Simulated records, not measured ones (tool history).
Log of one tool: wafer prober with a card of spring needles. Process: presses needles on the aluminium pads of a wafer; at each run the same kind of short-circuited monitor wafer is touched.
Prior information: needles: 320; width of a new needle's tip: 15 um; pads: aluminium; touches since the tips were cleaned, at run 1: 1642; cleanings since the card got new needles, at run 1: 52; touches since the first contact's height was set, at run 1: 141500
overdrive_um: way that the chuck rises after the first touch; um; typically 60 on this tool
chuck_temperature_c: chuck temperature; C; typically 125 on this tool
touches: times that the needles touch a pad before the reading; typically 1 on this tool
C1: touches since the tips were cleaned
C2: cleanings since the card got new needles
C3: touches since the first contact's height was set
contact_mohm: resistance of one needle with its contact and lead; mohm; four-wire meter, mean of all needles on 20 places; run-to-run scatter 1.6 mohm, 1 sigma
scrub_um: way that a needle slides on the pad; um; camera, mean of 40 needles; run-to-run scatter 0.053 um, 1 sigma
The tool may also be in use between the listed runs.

{"run": 1, "hour": 0.0, "overdrive_um": 60, "chuck_temperature_c": 125, "touches": 1, "C1": 1642, "C2": 52, "C3": 141500, "contact_mohm": 205, "scrub_um": 10.98}
{"hour": 1.8, "done": "tips cleaned on abrasive film"}
{"hour": 6.0, "done": "tips cleaned on abrasive film"}
{"run": 2, "hour": 8.0, "overdrive_um": 60, "chuck_temperature_c": 125, "touches": 1, "C1": 1380, "C2": 54, "C3": 147047, "contact_mohm": 198, "scrub_um": 11.08}
{"hour": 9.8, "done": "tips cleaned on abrasive film"}
{"hour": 14.0, "done": "tips cleaned on abrasive film"}
{"hour": 18.4, "done": "tips cleaned on abrasive film"}
{"hour": 22.0, "done": "tips cleaned on abrasive film"}
{"run": 3, "hour": 23.8, "overdrive_um": 60, "chuck_temperature_c": 125, "touches": 1, "C1": 1339, "C2": 58, "C3": 158088, "contact_mohm": 200, "scrub_um": 11.04}
{"hour": 25.7, "done": "tips cleaned on abrasive film"}
{"hour": 29.9, "done": "tips cleaned on abrasive film"}
{"hour": 34.1, "done": "tips cleaned on abrasive film"}
{"hour": 38.5, "done": "tips cleaned on abrasive film"}
{"run": 4, "hour": 40.8, "overdrive_um": 51, "chuck_temperature_c": 125, "touches": 1, "C1": 1638, "C2": 62, "C3": 169931, "contact_mohm": 232, "scrub_um": 9.15}
{"hour": 42.6, "done": "tips cleaned on abrasive film"}
{"hour": 46.2, "done": "tips cleaned on abrasive film"}
{"hour": 47.3, "done": "height of the first contact set anew"}
{"run": 5, "hour": 48.9, "overdrive_um": 51, "chuck_temperature_c": 125, "touches": 1, "C1": 1725, "C2": 64, "C3": 1110, "contact_mohm": 239, "scrub_um": 8.86}
{"hour": 50.6, "done": "tips cleaned on abrasive film"}
{"hour": 54.2, "done": "tips cleaned on abrasive film"}
{"hour": 57.7, "done": "tips cleaned on abrasive film"}
{"hour": 62.0, "done": "tips cleaned on abrasive film"}
{"run": 6, "hour": 64.3, "overdrive_um": 60, "chuck_temperature_c": 125, "touches": 1, "C1": 1648, "C2": 68, "C3": 11855, "contact_mohm": 209, "scrub_um": 10.48}
{"hour": 66.0, "done": "tips cleaned on abrasive film"}
{"hour": 69.6, "done": "tips cleaned on abrasive film"}
{"hour": 73.8, "done": "tips cleaned on abrasive film"}
{"run": 7, "hour": 77.0, "overdrive_um": 60, "chuck_temperature_c": 125, "touches": 1, "C1": 2230, "C2": 71, "C3": 20666, "contact_mohm": 229, "scrub_um": 10.41}
{"hour": 77.9, "done": "tips cleaned on abrasive film"}
{"hour": 82.2, "done": "tips cleaned on abrasive film"}
{"hour": 86.6, "done": "tips cleaned on abrasive film"}
{"run": 8, "hour": 86.9, "overdrive_um": 60, "chuck_temperature_c": 125, "touches": 1, "C1": 265, "C2": 74, "C3": 27559, "contact_mohm": 173, "scrub_um": 10.39}
{"hour": 90.5, "done": "tips cleaned on abrasive film"}
{"hour": 94.8, "done": "tips cleaned on abrasive film"}
{"hour": 98.4, "done": "tips cleaned on abrasive film"}
{"hour": 101.9, "done": "tips cleaned on abrasive film"}
{"run": 9, "hour": 102.8, "overdrive_um": 60, "chuck_temperature_c": 125, "touches": 1, "C1": 667, "C2": 78, "C3": 38628, "contact_mohm": 192, "scrub_um": 10.37}
{"hour": 106.2, "done": "tips cleaned on abrasive film"}
{"hour": 109.8, "done": "tips cleaned on abrasive film"}
{"hour": 113.3, "done": "tips cleaned on abrasive film"}
{"hour": 117.1, "done": "height of the first contact set anew, once more"}
{"hour": 117.2, "done": "tips cleaned on abrasive film"}
{"run": 10, "hour": 120.3, "overdrive_um": 60, "chuck_temperature_c": 125, "touches": 1, "C1": 2266, "C2": 82, "C3": 2266, "contact_mohm": 216, "scrub_um": 11.89}
{"hour": 121.3, "done": "tips cleaned on abrasive film"}
{"hour": 124.8, "done": "tips cleaned on abrasive film"}
{"hour": 128.4, "done": "tips cleaned on abrasive film"}
{"hour": 132.5, "done": "tips cleaned on abrasive film"}
{"run": 11, "hour": 132.9, "overdrive_um": 74, "chuck_temperature_c": 125, "touches": 1, "C1": 238, "C2": 86, "C3": 10937, "contact_mohm": 161, "scrub_um": 14.65}
{"hour": 136.4, "done": "tips cleaned on abrasive film"}
{"hour": 140.8, "done": "tips cleaned on abrasive film"}
{"hour": 145.2, "done": "tips cleaned on abrasive film"}
{"run": 12, "hour": 147.2, "overdrive_um": 74, "chuck_temperature_c": 125, "touches": 1, "C1": 1448, "C2": 89, "C3": 20980, "contact_mohm": 185, "scrub_um": 14.57}
{"hour": 149.1, "done": "tips cleaned on abrasive film"}
{"hour": 153.3, "done": "tips cleaned on abrasive film"}
{"run": 13, "hour": 155.5, "overdrive_um": 45, "chuck_temperature_c": 25, "touches": 2, "C1": 1562, "C2": 91, "C3": 26698, "contact_mohm": 209, "scrub_um": 8.75}
{"hour": 157.3, "done": "tips cleaned on abrasive film"}
{"hour": 161.7, "done": "tips cleaned on abrasive film"}
{"hour": 166.0, "done": "tips cleaned on abrasive film"}
{"run": 14, "hour": 167.7, "overdrive_um": 45, "chuck_temperature_c": 25, "touches": 2, "C1": 1251, "C2": 94, "C3": 35253, "contact_mohm": 192, "scrub_um": 8.75}
{"hour": 169.5, "done": "tips cleaned on abrasive film"}
{"hour": 173.9, "done": "tips cleaned on abrasive film"}
{"run": 15, "hour": 175.8, "overdrive_um": 45, "chuck_temperature_c": 25, "touches": 2, "C1": 1386, "C2": 96, "C3": 40887, "contact_mohm": 198, "scrub_um": 8.77}
{"hour": 177.6, "done": "tips cleaned on abrasive film"}
{"hour": 181.2, "done": "tips cleaned on abrasive film"}
{"hour": 185.5, "done": "tips cleaned on abrasive film"}
{"run": 16, "hour": 187.1, "overdrive_um": 54, "chuck_temperature_c": 64, "touches": 2, "C1": 1136, "C2": 99, "C3": 48704, "contact_mohm": 179, "scrub_um": 10.47}
{"hour": 189.7, "done": "tips cleaned on abrasive film"}
{"hour": 194.0, "done": "tips cleaned on abrasive film"}
{"hour": 197.5, "done": "tips cleaned on abrasive film"}
{"hour": 201.7, "done": "tips cleaned on abrasive film"}
{"run": 17, "hour": 203.6, "overdrive_um": 54, "chuck_temperature_c": 25, "touches": 3, "C1": 1349, "C2": 103, "C3": 60243, "contact_mohm": 165, "scrub_um": 10.27}
{"hour": 205.4, "done": "tips cleaned on abrasive film"}
{"hour": 209.0, "done": "tips cleaned on abrasive film"}
{"hour": 213.2, "done": "tips cleaned on abrasive film"}
{"run": 18, "hour": 216.2, "overdrive_um": 47, "chuck_temperature_c": 90, "touches": 3, "C1": 2139, "C2": 106, "C3": 69036, "contact_mohm": 195, "scrub_um": 8.93}
{"hour": 217.2, "done": "tips cleaned on abrasive film"}
{"hour": 220.7, "done": "tips cleaned on abrasive film"}
{"hour": 224.3, "done": "tips cleaned on abrasive film"}
{"run": 19, "hour": 226.4, "overdrive_um": 70, "chuck_temperature_c": 123, "touches": 1, "C1": 1539, "C2": 109, "C3": 76099, "contact_mohm": 198, "scrub_um": 13.53}
{"hour": 228.2, "done": "tips cleaned on abrasive film"}
{"hour": 231.8, "done": "tips cleaned on abrasive film"}
{"hour": 235.9, "done": "tips cleaned on abrasive film"}
{"run": 20, "hour": 239.2, "overdrive_um": 51, "chuck_temperature_c": 45, "touches": 1, "C1": 2291, "C2": 112, "C3": 84973, "contact_mohm": 251, "scrub_um": 9.63}
{"hour": 240.1, "done": "tips cleaned on abrasive film"}
{"hour": 244.4, "done": "tips cleaned on abrasive film"}
{"run": 21, "hour": 247.8, "overdrive_um": 60, "chuck_temperature_c": 25, "touches": 3, "C1": 2380, "C2": 114, "C3": 90982, "contact_mohm": 171, "scrub_um": 11.38}

Below, some changes in contact_mohm between adjacent runs. For each, the amount present without the hidden state too (settings, incoming material, random variation) and the amount remaining for the hidden state with gauge scatter not shared by both compared results:
Hidden state at play: debris on the tips, nm; way that the needles fall short of the set height, um; tips' diameter, um; drift of the gauge itself on contact_mohm, %; drift of the gauge itself on scrub_um, %.
Run 7 -> 8: tips cleaned on abrasive film, tips cleaned on abrasive film, tips cleaned on abrasive film. contact_mohm -56 mohm: hidden state -55, all else -1.
Run 19 -> 20: overdrive_um 70 -> 51, chuck_temperature_c 123 -> 45, tips cleaned on abrasive film, tips cleaned on abrasive film, tips cleaned on abrasive film. contact_mohm +53 mohm: hidden state +61, all else -8.
Run 20 -> 21: overdrive_um 51 -> 60, chuck_temperature_c 45 -> 25, touches 1 -> 3, tips cleaned on abrasive film, tips cleaned on abrasive film. contact_mohm -80 mohm: hidden state -74, all else -6.
